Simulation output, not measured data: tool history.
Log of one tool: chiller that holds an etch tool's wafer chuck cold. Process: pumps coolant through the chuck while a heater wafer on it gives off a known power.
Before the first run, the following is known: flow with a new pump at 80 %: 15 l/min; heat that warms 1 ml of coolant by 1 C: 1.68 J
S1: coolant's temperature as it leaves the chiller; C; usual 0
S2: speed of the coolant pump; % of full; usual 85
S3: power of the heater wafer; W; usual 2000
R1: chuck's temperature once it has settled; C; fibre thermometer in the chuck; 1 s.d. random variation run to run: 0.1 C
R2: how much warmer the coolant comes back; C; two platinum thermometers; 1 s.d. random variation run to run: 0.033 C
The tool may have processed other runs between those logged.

Run 1, hour 0: usual settings. Result: R1 13.5 C, R2 4.59 C.
Run 2, hour 59.2: usual settings but S3 2042 W. Result: R1 14.1 C, R2 4.7 C.
Run 3, hour 111.6: usual settings but S1 -4 C, S3 2042 W. Result: R1 9.8 C, R2 4.76 C.
Run 4, hour 158.5: usual settings but S1 -4 C, S3 2042 W. Result: R1 9.9 C, R2 4.69 C.
Run 5, hour 220.4: usual settings but S1 -4 C, S3 2042 W. Result: R1 9.8 C, R2 4.73 C.
Run 6, hour 280.4: usual settings but S1 -4 C, S3 2042 W. Result: R1 10.1 C, R2 4.68 C.
Run 7, hour 339.5: usual settings but S1 -4 C, S3 2042 W. Result: R1 9.9 C, R2 4.76 C.
Run 8, hour 400.7: usual settings but S1 -4 C, S3 2042 W. Result: R1 10.1 C, R2 4.71 C.
Run 9, hour 447.5: usual settings but S1 -4 C, S3 2042 W. Result: R1 10 C, R2 4.73 C.
Run 10, hour 504.3: usual settings but S1 -4 C, S3 2042 W. Result: R1 9.8 C, R2 4.74 C.
Run 11, hour 554.9: usual settings but S2 93 % of full. Result: R1 12.7 C, R2 4.2 C.
Run 12, hour 588.6: usual settings but S2 71 % of full. Result: R1 16.3 C, R2 5.62 C.
Run 13, hour 655: usual settings but S2 96 % of full. Result: R1 12.4 C, R2 4.08 C.
Run 14, hour 687.7: usual settings but S2 96 % of full. Result: R1 12.3 C, R2 4.01 C.
Run 15, hour 731.4: usual settings but S2 96 % of full. Result: R1 12.4 C, R2 4.04 C.
Run 16, hour 790.2: usual settings but S2 96 % of full. Result: R1 12.5 C, R2 4.05 C.
Run 17, hour 857.3: usual settings but S1 -10 C, S2 84 % of full. Result: R1 4.1 C, R2 4.66 C.
Run 18, hour 893.1: usual settings but S2 74 % of full. Result: R1 15.8 C, R2 5.43 C.
Run 19, hour 942.4: usual settings but S2 74 % of full. Result: R1 15.8 C, R2 5.42 C.
Run 20, hour 973.9: usual settings but S1 4 C, S3 1379 W. Result: R1 13.4 C, R2 3.2 C.
Run 21, hour 1007.4: usual settings but S1 7 C. Result: R1 21.2 C, R2 4.69 C.
Run 22, hour 1055.6: usual settings but S1 7 C, S2 88 % of full, S3 1023 W. Result: R1 14.2 C, R2 2.29 C.
Run 23, hour 1114.4: usual settings but S1 -6 C, S2 63 % of full, S3 1022 W. Result: R1 3.6 C, R2 3.25 C.
Run 24, hour 1147.8: usual settings but S1 -3 C, S3 1201 W. Result: R1 5.6 C, R2 2.85 C.
Run 25, hour 1187.7: usual settings but S1 -1 C, S2 62 % of full, S3 1426 W. Result: R1 12.4 C, R2 4.66 C.
Run 26, hour 1221.2: usual settings but S1 -9 C, S2 66 % of full, S3 2109 W. Result: R1 10 C, R2 6.51 C.
Run 27, hour 1280.7: usual settings but S1 -10 C, S3 2335 W. Result: R1 7 C, R2 5.53 C.
Run 28, hour 1320.7: usual settings but S1 -10 C, S3 2335 W. Result: R1 6.8 C, R2 5.52 C.
Run 29, hour 1373.1: usual settings but S1 7 C. Result: R1 21.6 C, R2 4.72 C.
Run 30, hour 1418: usual settings but S1 -7 C, S3 2189 W. Result: R1 8.8 C, R2 5.14 C.
Run 31, hour 1487.1: usual settings but S1 -2 C. Result: R1 12.5 C, R2 4.72 C.

Not shown here: 1 entry made in the log between runs. Locate each between two listed runs and compare the hidden state at the listed run before it with the hidden state at the listed run after it:
Logged between run 20 and run 21: chiller's thermometer calibrated (hour 995)
  heat passed by the chuck's channels, % of clean ones': 83.4 -> 83.3; flow at a given pump speed, % of a new pump's: 95.3 -> 95.2; coolant's true temperature over the reading, C: -0.3 -> -0.01
  difference, measured minus the result without the unlogged condition, R1: +1.3 -> +2.4 C; R2: +0.15 -> +0.22 C

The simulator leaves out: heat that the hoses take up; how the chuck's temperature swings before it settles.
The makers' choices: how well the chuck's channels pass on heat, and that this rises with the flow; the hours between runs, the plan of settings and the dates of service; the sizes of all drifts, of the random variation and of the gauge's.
